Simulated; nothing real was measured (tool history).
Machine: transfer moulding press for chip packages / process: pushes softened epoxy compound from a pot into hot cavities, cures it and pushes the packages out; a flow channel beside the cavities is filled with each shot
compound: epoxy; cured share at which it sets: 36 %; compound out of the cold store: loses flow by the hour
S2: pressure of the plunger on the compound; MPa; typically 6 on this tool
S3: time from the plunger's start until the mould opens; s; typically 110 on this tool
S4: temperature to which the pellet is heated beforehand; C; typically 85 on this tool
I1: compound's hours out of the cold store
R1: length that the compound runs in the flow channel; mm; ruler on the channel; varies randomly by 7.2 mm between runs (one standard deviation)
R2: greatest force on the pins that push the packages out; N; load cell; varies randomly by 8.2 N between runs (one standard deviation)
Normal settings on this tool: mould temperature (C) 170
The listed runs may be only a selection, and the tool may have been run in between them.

Run 1, day 0: usual settings; I1 30. Result: R1 759 mm, R2 412 N.
Run 2, day 0.538: usual settings but S2 5.46 MPa; I1 15.8. Result: R1 757 mm, R2 450 N.
Run 3, day 1.438: usual settings but S2 5.46 MPa, S4 93 C; I1 46.8. Result: R1 649 mm, R2 489 N.
At day 2.196: cavities cleaned with cleaning compound and waxed.
Run 4, day 2.383: usual settings but S2 5.46 MPa, S4 93 C; I1 31.5. Result: R1 717 mm, R2 581 N.
Run 5, day 3.171: usual settings but S3 115 s; I1 44.9. Result: R1 695 mm, R2 565 N.
Run 6, day 4.017: usual settings; I1 35.3. Result: R1 732 mm, R2 590 N.
Run 7, day 4.908: usual settings; I1 43.9. Result: R1 706 mm, R2 551 N.
At day 5.283: cavities cleaned with cleaning compound and waxed.
Run 8, day 5.621: usual settings; I1 40.5. Result: R1 696 mm, R2 376 N.
Run 9, day 6.325: usual settings; I1 11.9. Result: R1 803 mm, R2 443 N.
Run 10, day 7.179: usual settings; I1 13.3. Result: R1 790 mm, R2 484 N.
At day 7.704: cavities cleaned with cleaning compound and waxed, once more.
Run 11, day 8.054: usual settings; I1 27.5. Result: R1 744 mm, R2 384 N.
Run 12, day 8.571: usual settings; I1 20.1. Result: R1 760 mm, R2 426 N.
Run 13, day 9.004: usual settings but S2 5.28 MPa; I1 15.2. Result: R1 730 mm, R2 454 N.
Run 14, day 9.625: usual settings; I1 20.4. Result: R1 749 mm, R2 477 N.
Run 15, day 10.383: usual settings; I1 16.6. Result: R1 776 mm, R2 510 N.
At day 10.733: cavities cleaned with cleaning compound and waxed.
Run 16, day 11.371: usual settings; I1 38.9. Result: R1 693 mm, R2 407 N.
Run 17, day 12.171: usual settings but mould temperature (C) 174, S2 5.89 MPa, S3 93 s, S4 81 C; I1 44.8. Result: R1 658 mm, R2 454 N.
Run 18, day 12.883: usual settings but S2 4.75 MPa; I1 16.3. Result: R1 660 mm, R2 489 N.
At day 13.783: cavities cleaned with cleaning compound and waxed.
Run 19, day 13.788: usual settings but S3 96 s; I1 37.6. Result: R1 691 mm, R2 434 N.
Run 20, day 14.404: usual settings but S3 96 s; I1 20.4. Result: R1 736 mm, R2 504 N.
Run 21, day 15.15: usual settings but S2 7.11 MPa, S3 105 s; I1 13.8. Result: R1 833 mm, R2 479 N.
Run 22, day 15.946: usual settings but S2 4.73 MPa; I1 44.5. Result: R1 588 mm, R2 478 N.
At day 16.821: cavities cleaned with cleaning compound and waxed.
Run 23, day 16.929: usual settings but S4 81 C; I1 15.1. Result: R1 749 mm, R2 371 N.
Run 24, day 17.829: usual settings but S4 81 C; I1 44.1. Result: R1 655 mm, R2 402 N.
Run 25, day 18.246: usual settings but S3 96 s; I1 31.9. Result: R1 692 mm, R2 509 N.
Run 26, day 19.179: usual settings but S2 6.67 MPa, S3 105 s; I1 39.2. Result: R1 700 mm, R2 491 N.
At day 19.608: mould's thermocouples calibrated.
At day 19.946: cavities cleaned with cleaning compound and waxed.
Run 27, day 20.262: usual settings but S4 91 C; I1 43. Result: R1 657 mm, R2 375 N.
Run 28, day 20.712: usual settings but S2 6.31 MPa; I1 12.6. Result: R1 775 mm, R2 433 N.

Per-run results on a tool with no hidden state, each run keeping its own random variation:
Hidden state present: true mould temperature over the reading, C; pressure that reaches the compound, % of what is set; grip of the stained cavities, % over clean ones'; drift of the gauge itself on flow_mm, %; drift of the gauge itself on push_out_n, %.
run   R1   R2
  1  765  343
  2  765  346
  3  658  343
  4  729  351
  5  709  339
  6  749  351
  7  725  325
  8  717  347
  9  829  365
 10  820  357
 11  774  358
 12  792  363
 13  763  364
 14  785  356
 15  816  357
 16  731  356
 17  697  354
 18  701  357
 19  737  444
 20  788  456
 21  894  383
 22  633  347
 23  810  369
 24  711  333
 25  753  412
 26  765  355
 27  719  334
 28  849  358
